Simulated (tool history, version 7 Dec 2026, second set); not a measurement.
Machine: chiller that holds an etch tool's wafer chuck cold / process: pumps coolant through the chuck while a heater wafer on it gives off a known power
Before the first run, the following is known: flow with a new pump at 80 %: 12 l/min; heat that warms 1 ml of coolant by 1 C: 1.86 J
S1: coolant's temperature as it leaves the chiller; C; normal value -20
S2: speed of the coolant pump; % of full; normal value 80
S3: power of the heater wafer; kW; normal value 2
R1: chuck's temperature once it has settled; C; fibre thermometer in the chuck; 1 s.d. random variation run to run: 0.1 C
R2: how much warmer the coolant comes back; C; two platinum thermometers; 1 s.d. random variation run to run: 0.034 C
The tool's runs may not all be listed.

{"run": 1, "hour": 0.0, "S1": -20, "S2": 80, "S3": 2, "R1": 1.8, "R2": 5.41}
{"run": 2, "hour": 166.3, "S1": -20, "S2": 84, "S3": 2, "R1": 1, "R2": 5.05}
{"run": 3, "hour": 284.0, "S1": -20, "S2": 84, "S3": 2, "R1": 0.9, "R2": 5.11}
{"run": 4, "hour": 455.0, "S1": -20, "S2": 84, "S3": 2, "R1": 1, "R2": 5.15}
{"run": 5, "hour": 560.0, "S1": -20, "S2": 84, "S3": 2, "R1": 1.2, "R2": 5.09}
{"run": 6, "hour": 686.9, "S1": -20, "S2": 84, "S3": 2, "R1": 1, "R2": 5.16}
{"run": 7, "hour": 800.7, "S1": -23, "S2": 84, "S3": 2, "R1": -2, "R2": 5.11}
{"hour": 885.2, "done": "coolant pump overhauled"}
{"run": 8, "hour": 902.5, "S1": -23, "S2": 84, "S3": 2, "R1": -2.2, "R2": 5.09}
{"run": 9, "hour": 994.2, "S1": -14, "S2": 84, "S3": 2, "R1": 7.1, "R2": 5.07}
{"hour": 1113.5, "done": "coolant changed, channels flushed"}
{"run": 10, "hour": 1146.8, "S1": -20, "S2": 98, "S3": 2, "R1": -1.8, "R2": 4.36}
{"run": 11, "hour": 1319.8, "S1": -20, "S2": 80, "S3": 2, "R1": 1.9, "R2": 5.38}
{"run": 12, "hour": 1439.6, "S1": -20, "S2": 80, "S3": 2, "R1": 1.9, "R2": 5.31}
{"run": 13, "hour": 1553.1, "S1": -20, "S2": 80, "S3": 2, "R1": 1.8, "R2": 5.33}
{"run": 14, "hour": 1726.8, "S1": -20, "S2": 67, "S3": 1.113, "R1": -5.7, "R2": 3.65}
{"run": 15, "hour": 1815.2, "S1": -12, "S2": 88, "S3": 1.021, "R1": -1.6, "R2": 2.54}
{"run": 16, "hour": 1901.4, "S1": -20, "S2": 76, "S3": 1.103, "R1": -7.4, "R2": 3.09}
{"run": 17, "hour": 2056.7, "S1": -20, "S2": 76, "S3": 1.103, "R1": -7.2, "R2": 3.19}
{"run": 18, "hour": 2198.3, "S1": -13, "S2": 71, "S3": 1.272, "R1": 2.5, "R2": 3.85}
{"run": 19, "hour": 2352.8, "S1": -18, "S2": 80, "S3": 2, "R1": 3.8, "R2": 5.38}
{"run": 20, "hour": 2450.5, "S1": -24, "S2": 80, "S3": 2, "R1": -2.2, "R2": 5.39}

Run 21 is up next; what results do you expect?
{"hour": 2480.0, "done": "chiller's thermometer calibrated"}
{"run": 21, "hour": 2585.6, "S1": -25, "S2": 93, "S3": 1.758, "R1": "?", "R2": "?"}

For run 21 the tool returned R1 -8.2 C, R2 4.02 C.
If the tool had no hidden condition, the same run with the same run-to-run variation would have returned R1 -8.2 C, R2 4.02 C.
